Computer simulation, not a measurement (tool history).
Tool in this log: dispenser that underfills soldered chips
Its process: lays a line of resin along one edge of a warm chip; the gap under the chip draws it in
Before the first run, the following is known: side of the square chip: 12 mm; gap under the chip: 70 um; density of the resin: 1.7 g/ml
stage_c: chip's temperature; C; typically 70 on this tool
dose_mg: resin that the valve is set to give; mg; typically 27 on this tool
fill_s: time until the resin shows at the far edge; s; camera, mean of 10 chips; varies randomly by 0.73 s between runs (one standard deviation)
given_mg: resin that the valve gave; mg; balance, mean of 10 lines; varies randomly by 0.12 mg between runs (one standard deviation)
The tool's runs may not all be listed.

run  hour  stage_c  dose_mg  fill_s  given_mg
  1     0       70       27    96.3     26.31
  2   2.8       70       27   111.3     26.38
  3   4.8       70       27   123.2     26.22
      6.2  -- new syringe of resin
  4     9       70       27    76.4     26.21
  5  12.2       70     27.9    90.5     26.85
  6  15.4       70       27   109.7     25.98
  7  17.7       70       27     121     26.01
       19  -- new syringe of resin
  8  20.6       58       27   134.4     25.97
  9    24       58       27   159.7     25.86

What does the tool deliver on the next run?
 10  27.8       83     26.2       ?         ?

{"run 10": {"fill_s": 56.6, "given_mg": 25.05}}
Had the tool carried no hidden state, the very same run would have given fill_s 35.8 s, given_mg 26.16 mg.
